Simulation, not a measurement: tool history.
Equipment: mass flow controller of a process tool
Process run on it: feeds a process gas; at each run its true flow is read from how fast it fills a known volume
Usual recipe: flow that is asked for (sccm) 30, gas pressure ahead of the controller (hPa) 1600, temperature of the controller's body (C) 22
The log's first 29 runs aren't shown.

run,hour,flow that is asked for (sccm),gas pressure ahead of the controller (hPa),temperature of the controller's body (C),hours of work since the controller was set to zero,hours of work since the controller was changed,true flow (%)
30,5110.8,8,1600,27,168,4015,101.35
31,5304.3,30,2730,20,315,4162,103.30
32,5557.0,7,2730,36,507,4354,101.52
33,5793.5,7,2730,36,687,4533,101.91
34,5905.6,7,2730,36,772,4619,102.03
35,6010.4,7,2730,36,851,4698,102.27
36,6222.0,9,1730,29,1012,4859,102.46
37,6414.8,8,1730,32,1159,5005,102.34
38,6548.2,35,1980,22,1260,5107,103.64
39,6721.6,35,1980,32,1392,5238,102.70
40,6928.6,46,1600,22,1549,5396,103.82
41,7071.9,24,2190,26,1658,5504,103.50
42,7306.2,24,2190,26,1836,5682,103.76

Here are 3 independent what-if runs from the current tool condition. What would each one return?
A,7499.5,10,2380,27,1982,5829,?
B,7499.5,37,2040,33,1982,5829,?
C,7499.5,32,2190,26,1982,5829,?

run,true flow (%)
A,104.38
B,103.17
C,103.88
Without the tool's hidden state the same runs would have given:
run,true flow (%)
A,98.91
B,98.78
C,99.43
